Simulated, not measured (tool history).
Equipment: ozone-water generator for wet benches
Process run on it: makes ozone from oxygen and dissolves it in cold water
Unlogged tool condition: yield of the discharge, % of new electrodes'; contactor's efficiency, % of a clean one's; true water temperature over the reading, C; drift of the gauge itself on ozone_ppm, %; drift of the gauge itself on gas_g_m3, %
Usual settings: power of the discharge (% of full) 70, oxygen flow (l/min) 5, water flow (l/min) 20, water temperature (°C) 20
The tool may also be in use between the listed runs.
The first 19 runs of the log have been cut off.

| run | hour | power of the discharge (% of full) | oxygen flow (l/min) | water flow (l/min) | water temperature (°C) | hours of work since the electrodes were changed | hours of work since the contactor was cleaned | hours of work since the thermometer was calibrated | dissolved ozone (ppm) | ozone in the gas ahead of the water (g/m3) |
|---|---|---|---|---|---|---|---|---|---|---|
| 20 | 2755.6 | 70 | 7.75 | 27 | 20 | 4193 | 2420 | 3109 | 16.1 | 157.7 |
| 21 | 2907.8 | 55 | 6.86 | 27 | 20 | 4344 | 2572 | 3260 | 13.2 | 138.3 |
|  | 2917.7 | water thermometer calibrated |
| 22 | 3108.5 | 55 | 6.86 | 27 | 26 | 4544 | 2772 | 190 | 11.9 | 136.3 |
| 23 | 3194.8 | 40 | 8.3 | 29 | 13 | 4630 | 2858 | 276 | 10.3 | 95.4 |
| 24 | 3299.1 | 40 | 8.3 | 29 | 13 | 4734 | 2962 | 380 | 10.2 | 95.4 |
| 25 | 3441.4 | 70 | 5 | 28 | 15 | 4876 | 3104 | 522 | 16.5 | 202.5 |
| 26 | 3581.5 | 70 | 5 | 28 | 15 | 5016 | 3244 | 662 | 16.2 | 200.5 |
| 27 | 3684.1 | 79 | 3.01 | 28 | 15 | 5118 | 3346 | 765 | 16.8 | 302.2 |
| 28 | 3829.2 | 70 | 4.09 | 16 | 26 | 5263 | 3491 | 909 | 23.5 | 224.8 |
| 29 | 3993.6 | 70 | 4.09 | 16 | 26 | 5427 | 3655 | 1073 | 23.5 | 224.6 |
|  | 4130 | water thermometer calibrated, once more |
| 30 | 4146.4 | 70 | 4.09 | 16 | 26 | 5579 | 3807 | 16 | 22.9 | 224.4 |
| 31 | 4344.4 | 70 | 4.09 | 16 | 26 | 5776 | 4004 | 214 | 23.1 | 222.3 |
| 32 | 4551.2 | 86 | 3.12 | 19 | 22 | 5983 | 4210 | 420 | 24.8 | 301.8 |

Branching from run 32: 3 alternative next runs. What would each branch give?
| A | 4752.8 | 86 | 7.37 | 19 | 22 | 6184 | 4411 | 621 | ? | ? |
| B | 4752.8 | 55 | 5 | 20 | 21 | 6184 | 4411 | 621 | ? | ? |
| C | 4752.8 | 70 | 3.12 | 19 | 22 | 6184 | 4411 | 621 | ? | ? |

| run | dissolved ozone (ppm) | ozone in the gas ahead of the water (g/m3) |
|---|---|---|
| A | 22.6 | 180.5 |
| B | 16.7 | 161.3 |
| C | 20.9 | 260.3 |
With the hidden condition removed and each run's random variation left untouched, the same runs would have given:
| run | dissolved ozone (ppm) | ozone in the gas ahead of the water (g/m3) |
|---|---|---|
| A | 29.3 | 221.2 |
| B | 20.4 | 185.4 |
| C | 26.4 | 309.8 |
